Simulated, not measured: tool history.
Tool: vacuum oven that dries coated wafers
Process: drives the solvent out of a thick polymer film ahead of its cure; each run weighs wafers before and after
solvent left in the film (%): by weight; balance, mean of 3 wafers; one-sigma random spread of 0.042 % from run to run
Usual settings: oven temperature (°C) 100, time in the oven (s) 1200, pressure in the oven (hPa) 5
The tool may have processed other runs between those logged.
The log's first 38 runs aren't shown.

run	hour	oven temperature (°C)	time in the oven (s)	pressure in the oven (hPa)	solvent left in the film (%)
39	3295	93	1020	9.94	3.37
40	3398.1	94	1680	13.47	2.34
41	3472.3	94	1680	13.47	2.36
42	3550	94	660	13.47	5.33
43	3606.8	94	660	13.47	5.48
44	3687	100	1440	7.27	1.15
45	3784.5	100	1200	14.01	2.01
46	3903.6	100	1200	14.01	2.03

Each row is a separate what-if for the run after 46, all from the same tool condition, not one after another. Results?
A	3963.1	109	1200	14.55	?
B	3963.1	91	1200	5.1	?
C	3963.1	110	1740	9.06	?
D	3963.1	98	1920	6.49	?

run	solvent left in the film (%)
A	1.31
B	2.63
C	0.78
D	1
Without the tool's unlogged condition, the same runs would have read:
run	solvent left in the film (%)
A	1.2
B	2.55
C	0.63
D	0.8
